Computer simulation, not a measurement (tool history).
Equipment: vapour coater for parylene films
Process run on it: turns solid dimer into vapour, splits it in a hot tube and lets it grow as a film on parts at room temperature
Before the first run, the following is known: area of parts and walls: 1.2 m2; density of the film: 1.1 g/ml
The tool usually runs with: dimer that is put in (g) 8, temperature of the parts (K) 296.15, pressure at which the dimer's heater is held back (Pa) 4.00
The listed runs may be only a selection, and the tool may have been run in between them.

run	hour	dimer that is put in (g)	temperature of the parts (K)	pressure at which the dimer's heater is held back (Pa)	thickness of the film (µm)
1	0.0	8	296.15	4.00	3.91
2	62.6	4	296.15	4.00	1.97
3	132.1	8	296.15	2.74	4.20
4	177.9	5	296.15	4.00	2.33
5	245.1	5	296.15	4.00	2.34
6	289.2	8	296.15	4.00	3.60
7	340.6	8	296.15	4.00	3.58
8	414.6	8	296.15	4.00	3.52
9	452.9	8	296.15	4.00	3.39
10	486.2	8	296.15	4.00	3.38
# hour 523.9: trap's valve overhauled
11	541.9	8	296.15	4.00	3.15
12	575.4	8	296.15	4.00	3.16
13	631.7	8	300.15	4.00	2.83
# hour 642.0: trap's valve overhauled, once more
14	699.3	8	300.15	4.00	3.67
15	758.9	8	300.15	4.00	3.66
16	809.6	7	296.15	4.00	3.30
17	841.5	7	296.15	4.00	3.29
18	899.2	7	296.15	4.00	3.23
19	946.5	7	296.15	4.00	3.18
20	1004.8	8	296.15	4.00	3.56
21	1069.6	8	296.15	4.00	3.50
22	1111.8	8	296.15	4.00	3.57
23	1162.9	8	296.15	4.00	3.41
# hour 1170.6: trap's valve overhauled
24	1213.5	14	294.15	2.63	7.76
25	1264.0	12	298.15	9.89	4.48
26	1336.6	12	298.15	9.89	4.36
27	1368.4	12	298.15	3.66	5.59
28	1436.1	4	298.15	3.66	1.77
29	1492.2	10	307.15	8.81	3.02
# hour 1554.7: table's thermometer calibrated
30	1554.7	7	305.15	2.35	3.12
31	1587.0	8	294.15	3.77	3.72
32	1639.0	8	295.15	7.01	3.08
# hour 1699.5: trap's valve overhauled
33	1702.1	13	295.15	7.01	5.79
34	1744.3	8	304.15	2.56	3.88
35	1789.4	8	291.15	2.38	4.85
36	1846.2	8	291.15	2.38	4.75
37	1911.6	8	301.15	3.83	3.49
38	1983.9	8	301.15	3.83	3.41
39	2018.4	10	300.15	5.11	4.00
40	2078.7	5	295.15	2.28	2.58
41	2150.1	5	295.15	2.28	2.58
42	2197.4	4	288.15	6.27	1.79
# hour 2227.6: trap's valve overhauled
43	2242.4	4	288.15	6.27	2.00
44	2309.2	7	293.15	4.00	3.46
45	2381.3	12	307.15	5.88	4.37
46	2415.3	4	307.15	5.91	1.41

Below, each run's measurement less what the same run would have read without the hidden state. Both values contain the same run-to-run variation, but the gauge's scatter may not be the same in both:
The hidden state here: vapour lost through the trap's worn valve, %; true temperature of the parts over the reading, C; drift of the gauge itself on film_um, %.
run	thickness of the film (µm)
1	-0.07
2	-0.07
3	-0.24
4	-0.16
5	-0.21
6	-0.39
7	-0.44
8	-0.51
9	-0.54
10	-0.58
11	-0.85
12	-0.89
13	-0.87
14	-0.12
15	-0.18
16	-0.21
17	-0.24
18	-0.29
19	-0.33
20	-0.44
21	-0.51
22	-0.57
23	-0.62
24	-0.30
25	-0.24
26	-0.31
27	-0.46
28	-0.19
29	-0.36
30	-0.38
31	-0.50
32	-0.46
33	-0.03
34	-0.07
35	-0.14
36	-0.22
37	-0.24
38	-0.30
39	-0.40
40	-0.31
41	-0.37
42	-0.29
43	-0.04
44	-0.12
45	-0.25
46	-0.10
